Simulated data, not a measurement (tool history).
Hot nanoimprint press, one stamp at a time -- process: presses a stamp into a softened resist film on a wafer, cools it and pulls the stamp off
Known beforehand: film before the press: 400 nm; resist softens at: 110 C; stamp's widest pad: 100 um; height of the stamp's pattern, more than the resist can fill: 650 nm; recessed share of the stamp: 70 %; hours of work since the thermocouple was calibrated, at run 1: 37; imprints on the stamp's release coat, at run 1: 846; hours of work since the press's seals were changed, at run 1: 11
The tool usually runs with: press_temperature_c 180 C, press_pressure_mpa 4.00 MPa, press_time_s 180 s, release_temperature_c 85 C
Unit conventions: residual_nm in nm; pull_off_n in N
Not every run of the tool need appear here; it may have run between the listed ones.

run   hour  press_temperature_c  press_pressure_mpa  press_time_s  release_temperature_c  hours of work since the thermocouple was calibrated  imprints on the stamp's release coat  hours of work since the press's seals were changed  residual_nm  pull_off_n
  1    0.0                  180                4.00           180                     85                                                   37                                   846                                                  11        148.2         290
  2   12.6                  180                4.00           180                     85                                                   43                                   863                                                  16        148.7         292
  3   22.5                  180                2.60           180                     85                                                   47                                   876                                                  20        186.0         301
  4   33.0                  183                4.00           180                     85                                                   51                                   890                                                  25        129.4         299
  5   39.7                  183                4.00           180                     85                                                   54                                   899                                                  28        132.7         298
  6   49.5                  181                4.00           180                     85                                                   58                                   912                                                  32        144.1         295
  7   62.7                  180                2.85           180                     85                                                   64                                   929                                                  37        179.1         309
  8   69.5                  180                2.85           180                     85                                                   67                                   938                                                  40        178.1         295
  9   84.8                  180                2.85           180                     85                                                   74                                   959                                                  47        178.7         311
 10   95.9                  180                2.85           180                     85                                                   78                                   973                                                  52        178.7         302
 11  107.6                  180                2.85           180                     85                                                   83                                   989                                                  57        179.4         306
 12  119.4                  180                4.00           180                     85                                                   88                                  1004                                                  62        148.6         303
 13  126.8                  180                4.00           180                     85                                                   92                                  1014                                                  65        151.7         307
 14  134.4                  180                4.00           180                     85                                                   95                                  1024                                                  68        149.9         307
 15  143.7                  180                4.00           180                     85                                                   99                                  1036                                                  72        148.4         299
 16  154.6                  177                6.32           146                     84                                                  104                                  1051                                                  77        143.5         311
 17  167.5                  185                3.56           161                     82                                                  109                                  1068                                                  82        137.3         324
 18  177.1                  176                3.19           219                     85                                                  113                                  1081                                                  87        184.9         314
 19  187.4                  180                4.26           180                     85                                                  118                                  1094                                                  91        143.7         299
 20  195.8                  180                4.26           274                     85                                                  121                                  1105                                                  95        123.7         308
 21  207.6                  180                4.26           274                     75                                                  126                                  1121                                                 100        124.6         336
 22  220.3                  180                4.00           180                     72                                                  132                                  1138                                                 105        149.3         332
 23  235.8                  180                4.00           289                     85                                                  138                                  1158                                                 112        127.4         313
 24  242.7                  180                4.00           289                     85                                                  141                                  1167                                                 115        125.9         322
 25  257.5                  180                4.00           289                     85                                                  148                                  1187                                                 121        127.3         329
 26  271.3                  180                4.61           231                     79                                                  154                                  1205                                                 127        128.8         324
 27  278.8                  180                3.09           207                     85                                                  157                                  1215                                                 130        164.2         321
 28  293.1                  180                3.88           180                     71                                                  163                                  1234                                                 136        155.2         348
 29  304.6                  180                3.88           180                     71                                                  168                                  1249                                                 141        154.5         365

Each row is a separate what-if for the run after 29, all from the same tool condition, not one after another. Results?
  A  317.1                  180                3.89           180                     78                                                  173                                  1266                                                 147            ?           ?
  B  317.1                  171                4.00           180                     85                                                  173                                  1266                                                 147            ?           ?
  C  317.1                  180                4.00           180                     85                                                  173                                  1266                                                 147            ?           ?

run  residual_nm  pull_off_n
  A        153.1         334
  B        219.6         329
  C        151.9         326
Without the tool's hidden state the same runs would have given:
run  residual_nm  pull_off_n
  A        148.5         238
  B        213.2         235
  C        147.3         233
